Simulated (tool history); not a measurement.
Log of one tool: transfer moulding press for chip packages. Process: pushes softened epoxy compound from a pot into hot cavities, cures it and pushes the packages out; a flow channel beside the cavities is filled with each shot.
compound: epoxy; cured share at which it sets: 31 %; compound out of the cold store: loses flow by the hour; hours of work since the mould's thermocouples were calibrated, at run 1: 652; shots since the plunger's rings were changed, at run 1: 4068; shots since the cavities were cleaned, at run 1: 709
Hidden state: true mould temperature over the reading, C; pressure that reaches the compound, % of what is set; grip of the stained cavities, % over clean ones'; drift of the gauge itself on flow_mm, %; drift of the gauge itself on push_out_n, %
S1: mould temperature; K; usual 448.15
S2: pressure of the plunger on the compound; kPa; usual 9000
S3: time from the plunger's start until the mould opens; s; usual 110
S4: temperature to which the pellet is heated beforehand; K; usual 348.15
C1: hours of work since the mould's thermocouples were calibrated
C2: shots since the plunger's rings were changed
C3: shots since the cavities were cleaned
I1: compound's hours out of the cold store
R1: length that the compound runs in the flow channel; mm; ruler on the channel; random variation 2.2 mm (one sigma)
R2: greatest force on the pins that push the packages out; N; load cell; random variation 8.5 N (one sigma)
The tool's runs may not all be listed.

run	hour	S1	S2	S3	S4	C1	C2	C3	I1	R1	R2
1	0.0	448.15	9000	110	348.15	652	4068	709	31.7	960	386
# hour 18.2: plunger's sealing rings changed
2	18.4	448.15	9000	110	348.15	664	3	910	9.7	1027	399
# hour 37.0: cavities cleaned with cleaning compound and waxed
3	42.1	448.15	9000	110	348.15	682	282	64	33.5	959	377
# hour 57.2: mould's thermocouples calibrated
4	66.4	448.15	9000	110	348.15	7	563	345	32.9	960	380
5	86.2	448.15	9000	113	348.15	23	813	595	33.2	957	370
6	108.7	448.15	9000	113	348.15	41	1097	879	17.9	1000	383
7	122.0	448.15	9000	113	348.15	52	1264	1046	11.0	1023	383
# hour 130.4: cavities cleaned with cleaning compound and waxed
8	138.1	448.15	9000	110	348.15	63	1448	97	10.1	1021	392
9	149.8	448.15	9000	110	348.15	73	1595	244	32.6	961	379
10	170.0	448.15	9000	110	348.15	89	1850	499	19.6	999	385
11	185.8	448.15	9000	110	348.15	101	2048	697	9.5	1027	391
12	205.5	454.15	9000	110	348.15	117	2297	946	43.5	912	329
# hour 221.0: cavities cleaned with cleaning compound and waxed
13	226.7	454.15	9000	110	348.15	133	2544	71	15.8	986	310
14	247.7	454.15	9000	110	348.15	150	2809	336	31.5	944	312
15	257.8	454.15	9000	110	348.15	158	2936	463	32.4	941	326
16	273.4	454.15	9860	99	353.15	170	3134	661	20.1	1021	352
17	285.6	445.15	6910	91	342.15	180	3286	813	21.1	884	756
18	300.4	445.15	6910	91	342.15	192	3473	1000	32.1	849	745
# hour 312.3: cavities cleaned with cleaning compound and waxed
19	312.8	445.15	6910	91	342.15	200	3610	6	38.6	835	722
20	326.1	448.15	9000	125	351.15	211	3778	174	26.2	976	340
21	343.7	448.15	8900	127	348.15	225	3999	395	18.9	992	332
22	353.6	443.15	9010	98	340.15	233	4125	521	43.1	948	685
# hour 366.5: plunger's sealing rings changed
23	369.7	448.15	9000	94	348.15	244	40	692	14.7	1010	541
24	385.1	448.15	9000	94	348.15	256	234	886	39.4	939	534
# hour 405.3: cavities cleaned with cleaning compound and waxed
25	406.6	448.15	9000	94	348.15	272	486	17	16.6	1007	556
26	421.7	443.15	9000	94	346.15	284	676	207	10.5	1048	810
27	437.9	448.15	9000	111	358.15	297	880	411	24.5	983	391
28	447.8	455.15	8190	110	348.15	305	1005	536	38.6	875	330

4 ways to go on from here, each from the tool as it stands after run 28. What would each give?
A	461.0	448.15	9000	110	353.15	316	1172	703	18.9	?	?
B	461.0	448.15	9140	110	344.15	316	1172	703	12.8	?	?
C	461.0	448.15	9350	110	355.15	316	1172	703	26.5	?	?
D	461.0	447.15	9000	110	348.15	316	1172	703	23.4	?	?

run	R1	R2
A	991	381
B	1024	400
C	995	389
D	989	402
Without the tool's hidden state the same runs would have given:
run	R1	R2
A	992	373
B	1024	392
C	995	381
D	989	393
